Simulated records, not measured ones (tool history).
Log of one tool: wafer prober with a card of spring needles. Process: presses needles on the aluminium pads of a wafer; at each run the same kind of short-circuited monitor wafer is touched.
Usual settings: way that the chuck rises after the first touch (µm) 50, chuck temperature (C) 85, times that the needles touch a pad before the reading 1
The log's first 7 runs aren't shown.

run,day,way that the chuck rises after the first touch (µm),chuck temperature (C),times that the needles touch a pad before the reading,resistance of one needle with its contact and lead (mohm),way that a needle slides on the pad (µm)
# day 7.071: tips cleaned on abrasive film
8,7.204,50,85,1,239,11.08
# day 7.925: tips cleaned on abrasive film
9,7.958,50,85,1,241,11.05
# day 8.792: tips cleaned on abrasive film
10,8.996,50,85,1,242,11.07
# day 9.679: tips cleaned on abrasive film
11,10.279,50,85,1,238,11.04
# day 10.608: tips cleaned on abrasive film
# day 10.862: height of the first contact set anew
12,11.254,50,85,1,240,10.99
# day 11.55: tips cleaned on abrasive film
13,12.162,50,60,1,236,11.06
# day 12.404: tips cleaned on abrasive film
# day 13.279: tips cleaned on abrasive film
14,13.475,50,85,1,238,11.05
# day 14.162: tips cleaned on abrasive film
15,14.208,57,85,1,240,12.55
16,15.008,50,47,1,233,11
# day 15.108: tips cleaned on abrasive film
# day 15.988: tips cleaned on abrasive film
17,16.308,37,47,2,238,8.13
# day 16.875: tips cleaned on abrasive film
18,17.6,37,47,2,241,8.13
# day 17.733: tips cleaned on abrasive film
19,18.425,38,47,1,231,8.35

The next listed run, before its measurement:
# day 18.621: tips cleaned on abrasive film
20,19.246,50,26,1,?,?

{"run 20": {"resistance of one needle with its contact and lead (mohm)": 226, "way that a needle slides on the pad (µm)": 10.93}}
Without the tool's hidden state the same run would have given resistance of one needle with its contact and lead (mohm) 226, way that a needle slides on the pad (µm) 11.14.

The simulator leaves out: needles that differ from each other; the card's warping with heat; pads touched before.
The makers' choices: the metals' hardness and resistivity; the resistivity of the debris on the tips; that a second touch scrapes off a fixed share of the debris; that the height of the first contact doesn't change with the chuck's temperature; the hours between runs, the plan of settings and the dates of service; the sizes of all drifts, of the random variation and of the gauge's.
